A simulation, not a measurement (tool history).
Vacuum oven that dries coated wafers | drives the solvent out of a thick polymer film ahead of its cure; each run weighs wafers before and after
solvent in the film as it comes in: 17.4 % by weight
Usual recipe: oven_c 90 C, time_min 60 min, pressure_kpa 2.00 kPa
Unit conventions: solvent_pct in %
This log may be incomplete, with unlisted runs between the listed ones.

run    hour  oven_c  time_min  pressure_kpa  solvent_pct
  1     0.0      90        60          2.00         1.85
  2    77.1      90        60          2.00         1.92
  3   122.3      90        60          2.00         1.96
  4   179.0      90        60          2.00         1.82
  5   253.4      90        60          2.00         1.91
  6   309.3      90        60          2.00         1.85
  7   388.9      90        60          2.00         1.95
  8   422.4      90        60          2.00         2.05
  9   472.7      90        60          2.00         2.01
 10   509.4      90        60          2.00         1.97
 11   549.1      90        60          2.00         2.08
 12   606.4      90        60          2.00         2.01
 13   657.0      90        60          2.00         1.99
 14   702.6      90        60          2.00         2.00
 15   767.2      90        60          2.00         2.02
 16   847.6      90        60          2.00         2.11
 17   912.0      90        60          2.00         2.07
 18   969.5      90        60          2.00         2.10
 19  1022.6      90        60          2.00         2.03
 20  1092.1      90        60          2.00         2.11
     1118.8  -- oven's thermocouples calibrated
 21  1132.0      90        60          2.00         1.77
 22  1203.1      90        72          2.00         1.50
 23  1240.4      86        65          2.85         2.65
 24  1297.2      88        65          2.85         2.35
 25  1358.1      94        65          3.01         1.79
 26  1391.6      91        46          5.88         4.03
 27  1425.2      91        46          5.88         4.03
 28  1462.4      90        39          2.00         2.93
 29  1520.6      90        39          2.00         2.95
 30  1585.3      88        39          4.50         4.49
 31  1656.4      88        31          4.50         5.34
 32  1734.2      76        62          1.65         3.91
 33  1814.2      76        62          1.65         4.04
 34  1871.0      76        62          1.65         3.96
 35  1938.3      90        60          3.11         2.41
 36  2002.0      93        60          1.16         1.26
 37  2083.0      93        52          2.81         2.28
 38  2127.6      93        52          2.81         2.13
 39  2189.1      93        52          2.81         2.24
 40  2258.2      81        60          2.00         3.39
 41  2326.9     103       105          6.33         2.25

Each row is a separate what-if for the run after 41, all from the same tool condition, not one after another. Results?
  A  2399.3      78        40          1.28            ?
  B  2399.3      91        60          2.00            ?
  C  2399.3      90        87          1.76            ?
  D  2399.3      95        46          4.38            ?

run  solvent_pct
  A         5.32
  B         1.81
  C         1.36
  D         2.92
What these runs would have given with no unlogged condition in the tool:
run  solvent_pct
  A         4.65
  B         1.40
  C         0.97
  D         2.51
